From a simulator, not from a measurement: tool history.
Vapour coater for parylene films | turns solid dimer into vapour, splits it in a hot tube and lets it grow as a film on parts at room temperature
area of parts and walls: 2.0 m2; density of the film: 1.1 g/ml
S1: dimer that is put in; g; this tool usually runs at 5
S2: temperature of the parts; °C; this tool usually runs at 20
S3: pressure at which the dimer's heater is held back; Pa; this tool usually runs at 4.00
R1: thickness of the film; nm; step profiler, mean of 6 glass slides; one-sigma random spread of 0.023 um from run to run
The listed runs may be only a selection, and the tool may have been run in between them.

run   hour  S1  S2    S3    R1
  1    0.0   5  20  4.00  1480
  2   41.7   5  20  4.00  1450
  3   84.1   5  20  4.00  1500
     150.8  -- trap's valve overhauled
  4  163.1   5  20  4.00  1460
  5  198.4   8  20  4.00  2360
  6  279.8   5  20  4.00  1460
  7  315.0   5  20  9.49  1420
  8  377.4   7  20  4.00  2100
  9  463.6   7  20  4.00  2040
 10  540.6   7  20  4.00  2090
     560.2  -- trap's valve overhauled
 11  630.5   7  20  4.00  2080
 12  694.3   5  20  4.00  1480

Predict the results of run 13:
 13  747.8   3  14  11.35   ?

For run 13 the tool returned R1 980 nm.
On a tool with no hidden condition, and with the same random variation, this run would have come out at R1 990 nm.
